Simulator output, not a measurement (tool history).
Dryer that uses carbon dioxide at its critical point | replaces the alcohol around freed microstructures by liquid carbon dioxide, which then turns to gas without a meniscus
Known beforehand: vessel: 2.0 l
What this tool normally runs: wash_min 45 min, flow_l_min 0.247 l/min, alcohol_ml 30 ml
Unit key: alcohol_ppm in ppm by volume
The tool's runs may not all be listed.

run 1 day=0 | wash_min=45 flow_l_min=0.247 alcohol_ml=30 | alcohol_ppm=202
run 2 day=0.446 | wash_min=45 flow_l_min=0.247 alcohol_ml=30 | alcohol_ppm=204
run 3 day=0.696 | wash_min=45 flow_l_min=0.247 alcohol_ml=30 | alcohol_ppm=203
run 4 day=1.062 | wash_min=45 flow_l_min=0.247 alcohol_ml=30 | alcohol_ppm=205
run 5 day=1.429 | wash_min=45 flow_l_min=0.247 alcohol_ml=30 | alcohol_ppm=212
run 6 day=1.758 | wash_min=45 flow_l_min=0.247 alcohol_ml=30 | alcohol_ppm=220
run 7 day=2.15 | wash_min=45 flow_l_min=0.247 alcohol_ml=30 | alcohol_ppm=214
run 8 day=2.5 | wash_min=45 flow_l_min=0.247 alcohol_ml=30 | alcohol_ppm=212
run 9 day=2.833 | wash_min=45 flow_l_min=0.247 alcohol_ml=30 | alcohol_ppm=224
run 10 day=3.158 | wash_min=45 flow_l_min=0.247 alcohol_ml=30 | alcohol_ppm=225
run 11 day=3.575 | wash_min=45 flow_l_min=0.247 alcohol_ml=30 | alcohol_ppm=235
run 12 day=3.967 | wash_min=45 flow_l_min=0.247 alcohol_ml=30 | alcohol_ppm=232
run 13 day=4.2 | wash_min=45 flow_l_min=0.247 alcohol_ml=33 | alcohol_ppm=252
run 14 day=4.417 | wash_min=45 flow_l_min=0.247 alcohol_ml=33 | alcohol_ppm=245
run 15 day=4.621 | wash_min=45 flow_l_min=0.247 alcohol_ml=33 | alcohol_ppm=244
run 16 day=4.979 | wash_min=45 flow_l_min=0.247 alcohol_ml=33 | alcohol_ppm=257
run 17 day=5.238 | wash_min=45 flow_l_min=0.276 alcohol_ml=30 | alcohol_ppm=151
run 18 day=5.467 | wash_min=45 flow_l_min=0.269 alcohol_ml=30 | alcohol_ppm=169
run 19 day=5.667 | wash_min=49 flow_l_min=0.247 alcohol_ml=30 | alcohol_ppm=170
run 20 day=6.05 | wash_min=36 flow_l_min=0.234 alcohol_ml=43 | alcohol_ppm=899
run 21 day=6.362 | wash_min=36 flow_l_min=0.234 alcohol_ml=43 | alcohol_ppm=904
run 22 day=6.733 | wash_min=67 flow_l_min=0.252 alcohol_ml=56 | alcohol_ppm=65
run 23 day=7.075 | wash_min=67 flow_l_min=0.252 alcohol_ml=56 | alcohol_ppm=68
run 24 day=7.288 | wash_min=67 flow_l_min=0.252 alcohol_ml=56 | alcohol_ppm=76
run 25 day=7.583 | wash_min=36 flow_l_min=0.367 alcohol_ml=95 | alcohol_ppm=295
run 26 day=7.871 | wash_min=36 flow_l_min=0.367 alcohol_ml=95 | alcohol_ppm=297
run 27 day=8.25 | wash_min=36 flow_l_min=0.367 alcohol_ml=95 | alcohol_ppm=304
run 28 day=8.575 | wash_min=45 flow_l_min=0.247 alcohol_ml=36 | alcohol_ppm=300
run 29 day=8.958 | wash_min=45 flow_l_min=0.247 alcohol_ml=36 | alcohol_ppm=316
run 30 day=9.388 | wash_min=45 flow_l_min=0.247 alcohol_ml=36 | alcohol_ppm=324
run 31 day=9.688 | wash_min=49 flow_l_min=0.247 alcohol_ml=34 | alcohol_ppm=205
run 32 day=9.879 | wash_min=62 flow_l_min=0.247 alcohol_ml=30 | alcohol_ppm=83

For run 33, what comes out?
run 33 day=10.079 | wash_min=31 flow_l_min=0.243 alcohol_ml=74 | alcohol_ppm=?

{"run 33": {"alcohol_ppm": 2253}}
If the tool had no hidden condition, the same run with the same run-to-run variation would have returned alcohol_ppm 1841 ppm by volume.

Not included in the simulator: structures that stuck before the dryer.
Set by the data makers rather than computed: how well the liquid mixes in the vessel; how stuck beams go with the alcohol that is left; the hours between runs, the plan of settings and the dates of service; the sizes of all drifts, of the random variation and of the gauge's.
